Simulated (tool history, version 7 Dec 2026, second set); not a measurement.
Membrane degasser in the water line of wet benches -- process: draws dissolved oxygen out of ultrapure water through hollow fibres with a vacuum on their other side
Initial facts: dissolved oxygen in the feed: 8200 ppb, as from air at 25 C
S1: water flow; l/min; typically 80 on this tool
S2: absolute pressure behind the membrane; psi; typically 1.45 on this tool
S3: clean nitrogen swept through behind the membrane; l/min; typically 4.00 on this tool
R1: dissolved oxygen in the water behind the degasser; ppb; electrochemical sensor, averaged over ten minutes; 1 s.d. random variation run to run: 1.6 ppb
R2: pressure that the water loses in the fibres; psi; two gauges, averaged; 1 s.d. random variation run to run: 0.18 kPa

{"run": 1, "hour": 0.0, "S1": 80, "S2": 1.45, "S3": 4.0, "R1": 298.3, "R2": 4.866}
{"hour": 20.4, "done": "vacuum gauge calibrated"}
{"run": 2, "hour": 116.4, "S1": 73, "S2": 1.45, "S3": 4.0, "R1": 274.1, "R2": 4.489}
{"run": 3, "hour": 222.0, "S1": 73, "S2": 1.45, "S3": 4.0, "R1": 274.2, "R2": 4.477}
{"run": 4, "hour": 334.7, "S1": 73, "S2": 1.45, "S3": 4.0, "R1": 276.5, "R2": 4.431}
{"run": 5, "hour": 459.8, "S1": 90, "S2": 1.45, "S3": 4.0, "R1": 333.1, "R2": 5.51}
{"run": 6, "hour": 572.9, "S1": 80, "S2": 2.39, "S3": 4.0, "R1": 570.5, "R2": 4.931}
{"run": 7, "hour": 658.2, "S1": 80, "S2": 2.39, "S3": 4.0, "R1": 568.0, "R2": 4.901}
{"run": 8, "hour": 734.9, "S1": 80, "S2": 2.39, "S3": 4.0, "R1": 567.3, "R2": 4.94}
{"run": 9, "hour": 795.4, "S1": 113, "S2": 1.45, "S3": 4.0, "R1": 412.7, "R2": 6.905}
{"run": 10, "hour": 871.7, "S1": 113, "S2": 1.45, "S3": 4.0, "R1": 413.6, "R2": 6.905}
{"run": 11, "hour": 990.1, "S1": 113, "S2": 1.45, "S3": 4.0, "R1": 418.7, "R2": 6.872}
{"run": 12, "hour": 1122.4, "S1": 112, "S2": 3.47, "S3": 4.0, "R1": 1139.1, "R2": 6.879}
{"run": 13, "hour": 1226.2, "S1": 112, "S2": 3.35, "S3": 4.0, "R1": 1100.9, "R2": 6.87}
{"run": 14, "hour": 1306.0, "S1": 58, "S2": 2.38, "S3": 4.0, "R1": 436.2, "R2": 3.533}
{"hour": 1318.6, "done": "gauge calibrated"}
{"run": 15, "hour": 1388.4, "S1": 86, "S2": 2.96, "S3": 3.1, "R1": 927.3, "R2": 5.268}
{"run": 16, "hour": 1503.4, "S1": 80, "S2": 2.6, "S3": 6.47, "R1": 406.7, "R2": 4.881}

4 options for the next run, each taken on its own from the tool as it stands now. Forecast them:
{"run": "A", "hour": 1587.3, "S1": 114, "S2": 2.6, "S3": 7.8, "R1": "?", "R2": "?"}
{"run": "B", "hour": 1587.3, "S1": 80, "S2": 2.6, "S3": 2.51, "R1": "?", "R2": "?"}
{"run": "C", "hour": 1587.3, "S1": 80, "S2": 2.6, "S3": 4.13, "R1": "?", "R2": "?"}
{"run": "D", "hour": 1587.3, "S1": 64, "S2": 1.13, "S3": 1.76, "R1": "?", "R2": "?"}

run=A R1=487.4 R2=6.984
run=B R1=899.4 R2=4.885
run=C R1=605.2 R2=4.927
run=D R1=332.5 R2=3.900
With the hidden condition removed and each run's random variation left untouched, the same runs would have given:
run=A R1=484.4 R2=6.978
run=B R1=894.1 R2=4.882
run=C R1=601.6 R2=4.924
run=D R1=330.4 R2=3.897
